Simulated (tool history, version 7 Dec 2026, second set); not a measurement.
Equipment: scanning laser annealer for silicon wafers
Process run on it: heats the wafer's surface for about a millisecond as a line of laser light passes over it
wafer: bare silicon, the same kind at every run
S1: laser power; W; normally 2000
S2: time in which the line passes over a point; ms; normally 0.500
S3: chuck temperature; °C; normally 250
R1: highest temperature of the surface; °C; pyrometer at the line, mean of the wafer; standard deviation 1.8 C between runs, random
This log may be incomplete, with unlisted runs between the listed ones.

| run | hour | S1 | S2 | S3 | R1 |
|---|---|---|---|---|---|
| 1 | 0.0 | 2000 | 0.500 | 250 | 1004 |
| 2 | 23.5 | 2000 | 0.500 | 250 | 999 |
|  | 52.1 | window over the wafer cleaned |
| 3 | 52.5 | 1881 | 0.500 | 250 | 980 |
| 4 | 78.6 | 2000 | 0.562 | 250 | 1086 |
| 5 | 95.3 | 2000 | 0.500 | 246 | 1026 |
|  | 102.4 | optics aligned, line set to its width |
| 6 | 130.0 | 2000 | 0.500 | 246 | 1023 |
| 7 | 154.0 | 2000 | 0.563 | 246 | 1080 |
| 8 | 169.6 | 2000 | 0.563 | 246 | 1082 |
| 9 | 193.4 | 2000 | 0.500 | 234 | 1013 |
| 10 | 208.9 | 2000 | 0.500 | 211 | 987 |
| 11 | 237.2 | 2000 | 0.500 | 211 | 988 |
|  | 252.0 | optics aligned, line set to its width, once more |
| 12 | 258.5 | 2000 | 0.606 | 226 | 1098 |
| 13 | 282.7 | 1885 | 0.500 | 250 | 980 |
| 14 | 302.7 | 1885 | 0.500 | 250 | 980 |
| 15 | 325.7 | 1885 | 0.500 | 250 | 975 |
| 16 | 357.2 | 1817 | 0.375 | 220 | 811 |

For each run, the measured value with the value that run would have given without the tool's hidden condition subtracted. The run-to-run variation is shared by both, the gauge scatter possibly not:
Hidden state at play: light that passes the window, % of a clean one's; laser's true power over the reading, %; width of the line over the set one, %; drift of the gauge itself on peak_c, C.
| run | R1 |
|---|---|
| 1 | -31 |
| 2 | -31 |
| 3 | -3 |
| 4 | -4 |
| 5 | -5 |
| 6 | -6 |
| 7 | -7 |
| 8 | -8 |
| 9 | -9 |
| 10 | -9 |
| 11 | -9 |
| 12 | -5 |
| 13 | -6 |
| 14 | -6 |
| 15 | -7 |
| 16 | -6 |
